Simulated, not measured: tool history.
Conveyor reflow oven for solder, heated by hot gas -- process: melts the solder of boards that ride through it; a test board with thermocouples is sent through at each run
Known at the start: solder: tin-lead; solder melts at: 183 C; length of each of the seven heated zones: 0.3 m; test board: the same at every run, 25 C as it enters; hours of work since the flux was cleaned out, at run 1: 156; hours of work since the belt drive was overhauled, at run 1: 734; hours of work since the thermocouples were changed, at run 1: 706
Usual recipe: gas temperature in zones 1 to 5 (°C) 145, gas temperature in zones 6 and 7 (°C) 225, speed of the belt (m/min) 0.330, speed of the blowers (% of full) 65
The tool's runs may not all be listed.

run,hour,gas temperature in zones 1 to 5 (°C),gas temperature in zones 6 and 7 (°C),speed of the belt (m/min),speed of the blowers (% of full),hours of work since the flux was cleaned out,hours of work since the belt drive was overhauled,hours of work since the thermocouples were changed,highest temperature of the board (°C),time above the solder's melting point (s)
1,0.0,145,225,0.330,65,156,734,706,211.4,80.3
2,17.4,145,225,0.330,65,168,746,718,211.1,78.3
# hour 28.1: flux residue cleaned out of gas plates and filters
3,41.8,145,225,0.330,65,10,759,731,210.6,81.3
4,76.5,145,225,0.330,65,34,784,756,210.7,80.7
5,96.6,145,225,0.330,65,48,797,769,211.4,80.5
6,131.2,145,225,0.330,65,72,821,793,210.7,81.1
7,154.2,145,225,0.330,65,88,837,809,210.6,80.4
8,183.2,145,225,0.330,65,108,858,830,210.5,80.2
9,219.4,145,225,0.330,65,133,883,855,210.1,80.7
10,241.1,145,225,0.330,65,148,898,870,210.7,79.8
11,269.8,145,225,0.330,65,168,918,890,210.3,80.5
# hour 277.9: flux residue cleaned out of gas plates and filters
12,297.9,145,225,0.330,65,14,934,906,210.9,80.4
13,326.0,145,225,0.313,65,33,953,925,211.8,87.1
14,365.8,145,225,0.330,74,61,981,953,212.1,83.9
15,396.2,133,225,0.330,65,82,1002,974,208.5,72.0
16,427.3,133,225,0.387,55,104,1024,996,200.7,45.1
17,449.4,158,239,0.330,65,119,1039,1011,224.7,102.3
18,484.1,145,222,0.369,58,143,1063,1035,203.2,57.3
19,514.2,139,215,0.369,50,164,1084,1056,193.1,33.6
# hour 527.2: flux residue cleaned out of gas plates and filters
20,537.4,152,238,0.369,50,7,1097,1069,215.5,78.2
21,561.1,145,225,0.397,74,24,1113,1085,208.3,62.4
22,583.9,145,225,0.397,74,39,1129,1101,208.1,61.5
23,623.7,158,220,0.330,74,67,1157,1129,209.1,89.1
24,661.4,158,220,0.395,74,93,1183,1155,205.8,67.2
25,683.7,158,220,0.395,74,109,1198,1170,205.4,67.4
26,711.8,131,233,0.348,65,128,1218,1190,212.3,69.9
27,729.0,131,233,0.348,65,140,1230,1202,212.9,70.5
# hour 763.3: belt drive overhauled, speed set with a stopwatch
28,771.2,145,225,0.330,83,167,5,1228,212.1,82.4
# hour 781.8: flux residue cleaned out of gas plates and filters
29,794.0,145,225,0.330,55,8,18,1241,207.0,72.9
30,824.1,134,231,0.379,72,29,39,1262,210.2,62.8

For each entry between runs, how does the tool's hidden state at the last listed run before it compare with that at the first listed run after it?
Run 2 -> run 3: flux residue cleaned out of gas plates and filters (hour 28.1)
  heat that the gas passes to the board, % of a clean oven's: 93.6 -> 99.5; belt's true speed, % of the reading: 98.93 -> 98.91; true gas temperature in zones 6 and 7 over the reading, C: -2.41 -> -2.46
  the result without the hidden state subtracted from the measured one, highest temperature of the board (°C): -2.9 -> -2.1; time above the solder's melting point (s): -3.0 -> -1.3
Run 11 -> run 12: flux residue cleaned out of gas plates and filters (hour 277.9)
  heat that the gas passes to the board, % of a clean oven's: 94.2 -> 99.4; belt's true speed, % of the reading: 98.67 -> 98.64; true gas temperature in zones 6 and 7 over the reading, C: -3.05 -> -3.11
  the result without the hidden state subtracted from the measured one, highest temperature of the board (°C): -3.3 -> -2.6; time above the solder's melting point (s): -3.2 -> -1.7
Run 19 -> run 20: flux residue cleaned out of gas plates and filters (hour 527.2)
  heat that the gas passes to the board, % of a clean oven's: 94.5 -> 99.5; belt's true speed, % of the reading: 98.42 -> 98.4; true gas temperature in zones 6 and 7 over the reading, C: -3.65 -> -3.69
  the result without the hidden state subtracted from the measured one, highest temperature of the board (°C): -3.3 -> -2.6; time above the solder's melting point (s): -7.1 -> -1.3
Run 27 -> run 28: belt drive overhauled, speed set with a stopwatch (hour 763.3)
  heat that the gas passes to the board, % of a clean oven's: 95.2 -> 94.3; belt's true speed, % of the reading: 98.19 -> 99.87; true gas temperature in zones 6 and 7 over the reading, C: -4.18 -> -4.27
  the result without the hidden state subtracted from the measured one, highest temperature of the board (°C): -4.1 -> -4.9; time above the solder's melting point (s): -3.4 -> -5.3
Run 28 -> run 29: flux residue cleaned out of gas plates and filters (hour 781.8)
  heat that the gas passes to the board, % of a clean oven's: 94.3 -> 99.4; belt's true speed, % of the reading: 99.87 -> 99.84; true gas temperature in zones 6 and 7 over the reading, C: -4.27 -> -4.31
  the result without the hidden state subtracted from the measured one, highest temperature of the board (°C): -4.9 -> -3.8; time above the solder's melting point (s): -5.3 -> -5.1

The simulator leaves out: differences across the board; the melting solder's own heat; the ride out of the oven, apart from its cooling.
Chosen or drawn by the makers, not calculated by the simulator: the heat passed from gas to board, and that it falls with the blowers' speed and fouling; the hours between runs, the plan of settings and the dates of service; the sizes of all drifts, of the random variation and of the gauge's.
